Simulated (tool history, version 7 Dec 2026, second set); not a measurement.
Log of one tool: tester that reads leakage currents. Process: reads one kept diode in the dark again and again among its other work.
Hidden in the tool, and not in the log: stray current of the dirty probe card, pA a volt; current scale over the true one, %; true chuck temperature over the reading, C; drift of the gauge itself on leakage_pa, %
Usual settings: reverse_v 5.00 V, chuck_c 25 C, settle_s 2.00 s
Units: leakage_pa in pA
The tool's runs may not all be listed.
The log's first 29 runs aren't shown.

run	hour	reverse_v	chuck_c	settle_s	hours of work since the probe card was cleaned	hours of work since the tester was calibrated	hours of work since the chuck was calibrated	leakage_pa
30	951.8	5.00	25	8.36	145	588	481	62.29
31	970.9	4.18	25	7.78	154	596	489	58.41
32	1003.1	11.69	56	1.88	167	609	502	1269.25
33	1037.8	11.69	56	1.88	182	624	517	1266.30
34	1078.3	18.23	56	1.88	199	641	534	1491.07
35	1122.3	18.23	50	9.73	217	660	553	919.74
36	1145.8	5.00	25	4.21	227	670	563	62.38
37	1172.6	3.33	35	3.73	239	681	574	135.44
38	1216.9	3.33	35	3.73	257	700	593	136.49
39	1242.2	3.33	27	3.73	268	710	603	65.37

Forecast each of these 3 alternatives for the next run:
A	1267.7	5.00	25	1.38	279	721	614	?
B	1267.7	5.00	35	2.00	279	721	614	?
C	1267.7	3.33	37	3.73	279	721	614	?

run	leakage_pa
A	63.52
B	158.24
C	161.98
Without the tool's hidden state the same runs would have given:
run	leakage_pa
A	61.67
B	154.56
C	158.43
